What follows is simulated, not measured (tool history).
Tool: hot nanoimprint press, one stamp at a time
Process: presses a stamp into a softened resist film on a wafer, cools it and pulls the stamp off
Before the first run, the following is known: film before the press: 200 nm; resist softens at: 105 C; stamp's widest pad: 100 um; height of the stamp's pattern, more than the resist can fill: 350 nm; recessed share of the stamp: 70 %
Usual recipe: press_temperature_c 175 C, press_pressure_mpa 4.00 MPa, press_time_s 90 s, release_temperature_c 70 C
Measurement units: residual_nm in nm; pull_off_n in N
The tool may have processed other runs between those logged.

run,hour,press_temperature_c,press_pressure_mpa,press_time_s,release_temperature_c,residual_nm,pull_off_n
1,0.0,175,4.00,90,70,104.8,119
2,28.9,175,2.48,90,70,124.5,121
3,75.8,175,4.00,90,70,102.6,128
4,98.8,175,4.00,90,70,102.9,127
5,134.3,175,4.00,90,70,102.4,130
6,157.5,175,4.00,90,70,102.0,131
7,201.1,175,4.05,90,70,102.2,138
8,228.4,175,4.05,90,70,103.1,143
9,258.1,175,4.05,90,70,101.0,142
10,287.8,175,4.05,90,70,101.9,145
11,326.5,175,4.05,90,70,101.4,151
12,365.2,175,4.05,90,70,100.6,157
13,410.0,175,4.05,90,70,101.1,154
# hour 428.5: stamp cleaned and given a new release coat
# hour 447.1: plate thermocouple calibrated
14,456.0,175,4.05,90,70,104.8,121
15,483.1,175,4.00,66,70,117.1,119
16,508.8,175,4.00,124,59,94.3,127
17,534.8,175,4.00,124,59,93.1,131
18,583.6,175,4.00,124,59,92.8,133
19,625.6,177,5.68,48,59,101.5,137
20,670.9,170,4.00,140,70,114.6,135
# hour 700.5: press's hydraulic seals changed and the load cell set to zero
21,703.4,170,3.29,53,70,156.0,131
22,746.2,169,5.46,53,67,140.4,136
23,779.2,169,5.46,53,67,138.8,145
24,803.8,169,5.46,53,67,139.7,148
25,852.8,169,5.46,53,67,137.5,151
26,881.9,169,5.46,53,67,139.5,159
27,927.8,169,5.46,53,67,138.1,161
# hour 941.8: stamp cleaned and given a new release coat
28,965.4,169,3.10,72,71,151.9,117
29,988.5,183,4.00,90,75,65.9,116

Hidden state or all else? Some run-to-run changes of residual_nm, split into what the settings, what came in and random variation would give without the hidden state, and what is left for the hidden state (with any gauge scatter that isn't in both results):
The tool's hidden condition here consists of: true temperature over the reading, C; pressure that arrives at the usual setting, %; grip of the stamp's worn release coat, % over a new coat's; drift of the gauge itself on residual_nm, %; drift of the gauge itself on pull_off_n, %.
Run 13 -> 14: stamp cleaned and given a new release coat, plate thermocouple calibrated. residual_nm +3.7 nm: hidden state +3.9, all else -0.2.
Run 19 -> 20: press_temperature_c 177 -> 170, press_pressure_mpa 5.68 -> 4.00, press_time_s 48 -> 140, release_temperature_c 59 -> 70. residual_nm +13.1 nm: hidden state -1.2, all else +14.3.
Run 20 -> 21: press_pressure_mpa 4.00 -> 3.29, press_time_s 140 -> 53, press's hydraulic seals changed and the load cell set to zero. residual_nm +41.4 nm: hidden state -1.1, all else +42.5.
Run 28 -> 29: press_temperature_c 169 -> 183, press_pressure_mpa 3.10 -> 4.00, press_time_s 72 -> 90, release_temperature_c 71 -> 75. residual_nm -86.0 nm: hidden state +1.1, all else -87.1.
